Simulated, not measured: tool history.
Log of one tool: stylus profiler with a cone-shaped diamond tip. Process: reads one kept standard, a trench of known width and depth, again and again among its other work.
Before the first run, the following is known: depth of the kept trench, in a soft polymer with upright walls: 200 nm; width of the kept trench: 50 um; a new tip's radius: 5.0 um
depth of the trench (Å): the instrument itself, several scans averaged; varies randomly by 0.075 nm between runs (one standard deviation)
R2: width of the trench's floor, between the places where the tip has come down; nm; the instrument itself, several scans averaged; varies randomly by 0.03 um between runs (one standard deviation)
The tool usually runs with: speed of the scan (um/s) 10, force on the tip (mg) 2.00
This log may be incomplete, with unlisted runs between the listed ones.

Run 1, hour 0.0: usual settings. Result: depth of the trench (Å) 2026.5, R2 47110 nm.
Run 2, hour 15.8: usual settings. Result: depth of the trench (Å) 2027.4, R2 47150 nm.
Run 3, hour 51.2: usual settings but speed of the scan (um/s) 4. Result: depth of the trench (Å) 2027.3, R2 47130 nm.
Run 4, hour 75.0: usual settings but speed of the scan (um/s) 25. Result: depth of the trench (Å) 2026.3, R2 46990 nm.
Run 5, hour 95.4: usual settings but force on the tip (mg) 1.51. Result: depth of the trench (Å) 2023.9, R2 47100 nm.
Run 6, hour 122.8: usual settings but force on the tip (mg) 1.51. Result: depth of the trench (Å) 2023.2, R2 47140 nm.
At hour 147.5: new tip fitted, height scale calibrated.
Run 7, hour 147.5: usual settings but force on the tip (mg) 1.51. Result: depth of the trench (Å) 2022.1, R2 47090 nm.
Run 8, hour 172.5: usual settings but force on the tip (mg) 1.51. Result: depth of the trench (Å) 2022.7, R2 47160 nm.
Run 9, hour 200.8: usual settings. Result: depth of the trench (Å) 2027.7, R2 47180 nm.
Run 10, hour 234.4: usual settings. Result: depth of the trench (Å) 2026.2, R2 47100 nm.
Run 11, hour 253.0: usual settings. Result: depth of the trench (Å) 2028.3, R2 47120 nm.
Run 12, hour 282.9: usual settings but speed of the scan (um/s) 20, force on the tip (mg) 2.83. Result: depth of the trench (Å) 2034.5, R2 47140 nm.
Run 13, hour 299.4: usual settings but speed of the scan (um/s) 4, force on the tip (mg) 5.93. Result: depth of the trench (Å) 2057.3, R2 47220 nm.
Run 14, hour 320.0: usual settings but speed of the scan (um/s) 4, force on the tip (mg) 5.93. Result: depth of the trench (Å) 2057.1, R2 47160 nm.
Run 15, hour 351.2: usual settings but speed of the scan (um/s) 7, force on the tip (mg) 1.98. Result: depth of the trench (Å) 2026.7, R2 47110 nm.
Run 16, hour 370.5: usual settings but speed of the scan (um/s) 36, force on the tip (mg) 3.04. Result: depth of the trench (Å) 2036.0, R2 47050 nm.
Run 17, hour 387.7: usual settings but speed of the scan (um/s) 4, force on the tip (mg) 0.99. Result: depth of the trench (Å) 2016.1, R2 47160 nm.
Run 18, hour 404.7: usual settings but speed of the scan (um/s) 4, force on the tip (mg) 0.99. Result: depth of the trench (Å) 2017.5, R2 47200 nm.
Run 19, hour 426.0: usual settings but speed of the scan (um/s) 22, force on the tip (mg) 1.31. Result: depth of the trench (Å) 2019.6, R2 47060 nm.

Alternative continuations, all from the tool just after run 19; predict every row:
Run A, hour 451.7: usual settings but speed of the scan (um/s) 29, force on the tip (mg) 2.98. Result: depth of the trench (Å) ?, R2 ?.
Run B, hour 451.7: usual settings but speed of the scan (um/s) 13, force on the tip (mg) 1.31. Result: depth of the trench (Å) ?, R2 ?.
Run C, hour 451.7: usual settings but speed of the scan (um/s) 2, force on the tip (mg) 1.31. Result: depth of the trench (Å) ?, R2 ?.

run  depth of the trench (Å)     R2
  A                   2035.2  47030
  B                   2020.2  47130
  C                   2021.1  47160
The same runs, with their run-to-run variation unchanged, on a tool lacking any hidden condition would have given:
run  depth of the trench (Å)     R2
  A                   2035.2  47040
  B                   2020.2  47140
  C                   2021.1  47170
